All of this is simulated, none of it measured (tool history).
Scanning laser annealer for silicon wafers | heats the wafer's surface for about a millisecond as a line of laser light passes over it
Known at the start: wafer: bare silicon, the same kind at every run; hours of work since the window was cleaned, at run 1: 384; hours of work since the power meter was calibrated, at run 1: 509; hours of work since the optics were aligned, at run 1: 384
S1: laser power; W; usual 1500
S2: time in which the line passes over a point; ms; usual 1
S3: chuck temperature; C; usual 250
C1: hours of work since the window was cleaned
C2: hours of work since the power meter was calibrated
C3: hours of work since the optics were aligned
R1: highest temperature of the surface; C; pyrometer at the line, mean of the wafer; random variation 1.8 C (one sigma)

run,hour,S1,S2,S3,C1,C2,C3,R1
1,0,1500,1,250,384,509,384,1037
2,20.9,1500,1,250,400,524,400,1032
3,38.8,1500,0.95,250,414,538,414,1012
4,60.2,1500,0.95,250,430,554,430,1014
# hour 94.7: window over the wafer cleaned
5,95.4,1587,1,250,1,579,455,1114
6,125.4,1587,1,247,23,602,478,1110
7,142.6,1587,1,247,36,615,491,1107
8,170.2,1587,1,257,57,636,512,1119
9,195.2,1587,1,257,76,655,530,1118
10,218.9,1587,1,257,94,673,548,1115
11,257,1587,1,257,123,702,577,1111
12,287.8,1500,1,250,146,725,601,1052
13,307.3,1500,0.81,250,161,740,615,970
14,345.5,1500,0.81,250,190,769,644,972
15,381.5,1533,1,250,217,796,671,1065
16,418.2,1533,1,250,245,824,699,1064
17,439,1533,1,250,261,839,715,1063
18,473.3,1533,1,250,286,865,741,1056
19,503.3,1331,1,250,309,888,764,943
20,534.9,1500,1,250,333,912,787,1033
21,557.7,1486,0.8,277,350,929,805,972
22,588.2,1542,0.8,218,373,952,828,943
23,624.4,1284,0.78,250,401,980,855,833
24,651.1,1284,0.78,250,421,1000,875,832
25,666.7,1425,1,227,433,1012,887,963
26,690.6,1425,1,227,451,1030,905,960
# hour 695.7: window over the wafer cleaned
27,721.1,1320,1.12,262,19,1051,927,1007
28,740.4,1644,1.1,245,34,1066,941,1181
29,758.9,1500,1.21,223,48,1080,955,1111
30,797.6,1560,0.77,250,77,1109,985,987
31,817.2,1625,0.7,250,92,1124,1000,987
32,844.8,1625,0.7,250,113,1145,1020,986
33,881.3,1500,0.78,250,140,1172,1048,956
34,906,1500,0.98,230,159,1191,1067,1019
35,941,1500,0.98,230,186,1218,1093,1019
36,962.9,1500,0.82,250,202,1234,1110,969
37,996.5,1500,0.82,250,228,1260,1135,969
38,1028.5,1500,0.91,284,252,1284,1159,1037
39,1054.7,1454,0.83,230,272,1304,1179,926

Hidden state at the last listed run before each entry between runs and at the first one after, where it differs:
Between runs 4 and 5: window over the wafer cleaned (hour 94.7)
  light that passes the window, % of a clean one's: 96.02 -> 99.75; laser's true power over the reading, %: -0.2 -> -0.21; width of the line over the set one, %: 0.58 -> 0.6
  measured less the result without the state, R1: -39 -> -8 C
Between runs 26 and 27: window over the wafer cleaned (hour 695.7)
  light that passes the window, % of a clean one's: 95.89 -> 99.82; laser's true power over the reading, %: -0.47 -> -0.48; width of the line over the set one, %: 1.06 -> 1.08
  measured less the result without the state, R1: -43 -> -10 C
